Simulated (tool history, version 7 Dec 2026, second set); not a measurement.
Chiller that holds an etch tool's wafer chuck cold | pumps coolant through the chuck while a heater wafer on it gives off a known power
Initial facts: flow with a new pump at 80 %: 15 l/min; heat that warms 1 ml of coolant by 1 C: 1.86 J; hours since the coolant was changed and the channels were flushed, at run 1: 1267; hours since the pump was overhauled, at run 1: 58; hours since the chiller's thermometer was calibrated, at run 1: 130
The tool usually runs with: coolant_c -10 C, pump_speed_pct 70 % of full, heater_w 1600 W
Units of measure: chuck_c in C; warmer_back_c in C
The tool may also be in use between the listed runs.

| run | hour | coolant_c | pump_speed_pct | heater_w | hours since the coolant was changed and the channels were flushed | hours since the pump was overhauled | hours since the chiller's thermometer was calibrated | chuck_c | warmer_back_c |
|---|---|---|---|---|---|---|---|---|---|
| 1 | 0.0 | -10 | 70 | 1600 | 1267 | 58 | 130 | 8.9 | 3.92 |
| 2 | 138.3 | -10 | 70 | 1600 | 1405 | 196 | 268 | 8.9 | 4.02 |
| 3 | 240.2 | -10 | 70 | 1600 | 1507 | 298 | 370 | 8.9 | 3.94 |
| 4 | 339.5 | -10 | 70 | 1600 | 1606 | 398 | 469 | 8.8 | 3.94 |
| 5 | 404.8 | -10 | 70 | 1600 | 1672 | 463 | 535 | 9.0 | 4.00 |
| 6 | 510.2 | -10 | 70 | 1600 | 1777 | 568 | 640 | 9.1 | 4.00 |
| 7 | 577.8 | -10 | 70 | 1600 | 1845 | 636 | 708 | 9.0 | 3.96 |
| 8 | 679.3 | -10 | 70 | 1600 | 1946 | 737 | 809 | 9.1 | 3.98 |
| 9 | 786.4 | -10 | 70 | 1600 | 2053 | 845 | 916 | 9.2 | 3.97 |
| 10 | 911.0 | -10 | 70 | 1600 | 2178 | 969 | 1041 | 8.9 | 4.04 |
| 11 | 997.8 | -10 | 70 | 1600 | 2265 | 1056 | 1128 | 9.4 | 4.09 |
| 12 | 1084.9 | -10 | 70 | 1039 | 2352 | 1143 | 1215 | 2.6 | 2.66 |
| 13 | 1183.9 | -12 | 61 | 1287 | 2451 | 1242 | 1314 | 4.8 | 3.77 |
| 14 | 1301.8 | -7 | 68 | 1562 | 2569 | 1360 | 1432 | 12.2 | 4.10 |
| 15 | 1389.8 | -7 | 68 | 1562 | 2657 | 1448 | 1520 | 12.4 | 4.10 |
| 16 | 1493.3 | -7 | 68 | 1562 | 2760 | 1551 | 1623 | 12.5 | 3.98 |
| 17 | 1592.5 | -7 | 68 | 1562 | 2859 | 1651 | 1722 | 12.5 | 4.11 |
| 18 | 1694.4 | -10 | 93 | 1600 | 2961 | 1752 | 1824 | 6.9 | 3.04 |
| 19 | 1776.3 | -10 | 93 | 1600 | 3043 | 1834 | 1906 | 6.9 | 3.08 |
| 20 | 1924.4 | -15 | 77 | 939 | 3191 | 1982 | 2054 | -4.0 | 2.12 |
| 21 | 1991.7 | -15 | 77 | 939 | 3258 | 2050 | 2122 | -4.1 | 2.16 |
| 22 | 2075.1 | -15 | 77 | 939 | 3342 | 2133 | 2205 | -3.8 | 2.22 |
| 23 | 2143.2 | -15 | 77 | 1564 | 3410 | 2201 | 2273 | 3.5 | 3.61 |
|  | 2203.1 | chiller's thermometer calibrated |
| 24 | 2222.3 | -18 | 82 | 1575 | 3488 | 2279 | 19 | 0.2 | 3.37 |

Predict each of these 3 candidate next runs independently; none follows another, all start after run 24:
| A | 2285.7 | -5 | 67 | 1034 | 3552 | 2343 | 83 | ? | ? |
| B | 2285.7 | -6 | 100 | 1811 | 3552 | 2343 | 83 | ? | ? |
| C | 2285.7 | -11 | 92 | 1600 | 3552 | 2343 | 83 | ? | ? |

| run | chuck_c | warmer_back_c |
|---|---|---|
| A | 8.4 | 2.79 |
| B | 12.9 | 3.21 |
| C | 6.6 | 3.13 |
What these runs would have given with no unlogged condition in the tool:
| run | chuck_c | warmer_back_c |
|---|---|---|
| A | 7.0 | 2.68 |
| B | 11.0 | 3.08 |
| C | 4.8 | 3.00 |

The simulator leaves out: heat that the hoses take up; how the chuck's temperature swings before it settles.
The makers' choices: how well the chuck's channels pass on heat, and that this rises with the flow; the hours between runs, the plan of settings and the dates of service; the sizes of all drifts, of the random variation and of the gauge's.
